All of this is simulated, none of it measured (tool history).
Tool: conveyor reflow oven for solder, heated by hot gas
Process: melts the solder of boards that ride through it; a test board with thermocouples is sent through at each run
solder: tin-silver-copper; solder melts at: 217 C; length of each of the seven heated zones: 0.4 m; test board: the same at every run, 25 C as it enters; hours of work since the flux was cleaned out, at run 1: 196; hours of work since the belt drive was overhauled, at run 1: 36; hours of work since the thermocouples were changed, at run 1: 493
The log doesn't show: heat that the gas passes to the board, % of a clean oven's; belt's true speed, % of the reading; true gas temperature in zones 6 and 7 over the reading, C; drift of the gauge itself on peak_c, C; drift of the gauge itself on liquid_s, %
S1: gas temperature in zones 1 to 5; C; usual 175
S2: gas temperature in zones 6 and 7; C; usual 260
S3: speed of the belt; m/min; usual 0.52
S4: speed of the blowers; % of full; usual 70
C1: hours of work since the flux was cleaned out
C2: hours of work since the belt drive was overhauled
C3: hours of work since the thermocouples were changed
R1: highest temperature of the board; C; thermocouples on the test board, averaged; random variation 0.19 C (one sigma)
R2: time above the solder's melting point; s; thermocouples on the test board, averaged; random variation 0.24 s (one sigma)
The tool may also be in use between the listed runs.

run	hour	S1	S2	S3	S4	C1	C2	C3	R1	R2
1	0	175	260	0.52	70	196	36	493	245.6	62.9
2	22.8	175	260	0.52	73	212	52	509	245.4	63.7
3	43.3	175	260	0.52	73	226	66	523	246.1	63.6
4	60.3	175	260	0.52	73	238	78	535	245.8	63.3
5	69.8	175	260	0.52	73	245	84	542	245.8	63.9
6	79.3	175	260	0.52	70	251	91	548	245.1	62.8
7	101.3	175	260	0.579	70	267	106	564	241.7	51.6
8	112.2	175	260	0.579	70	274	114	571	241.7	52.4
9	135.5	175	260	0.52	70	291	130	588	245.1	62.8
10	149.5	175	260	0.52	89	300	140	597	247.8	66.7
11	169.5	175	260	0.52	89	314	154	611	247.9	66.6
# hour 180.6: flux residue cleaned out of gas plates and filters
12	187.5	175	260	0.52	89	5	163	620	247.1	66.4
13	198.5	175	260	0.52	89	13	171	628	247.2	66.4
14	208.4	175	260	0.555	70	19	178	635	242.4	55.2
15	222.4	175	260	0.555	70	29	188	645	242.5	55.1
16	237.8	175	260	0.555	70	40	198	656	242.3	55.1
# hour 259.6: flux residue cleaned out of gas plates and filters, once more
17	263.5	175	260	0.555	70	3	213	670	243.7	57.4
18	277.9	175	260	0.555	70	13	223	680	243.6	57
19	292.3	175	260	0.555	70	23	233	690	243.3	57.3
20	306	175	256	0.52	70	33	243	700	242.2	60.7
21	318.9	175	256	0.52	70	41	252	709	241.9	60.2
22	342.3	186	250	0.564	81	58	268	725	238.4	56.9

Forecast run 23:
23	364.1	164	257	0.514	54	73	283	740	?	?

R1: 237.3 C
R2: 48.2 s
Without the tool's hidden state the same run would have given R1 238.1 C, R2 49.3 s.
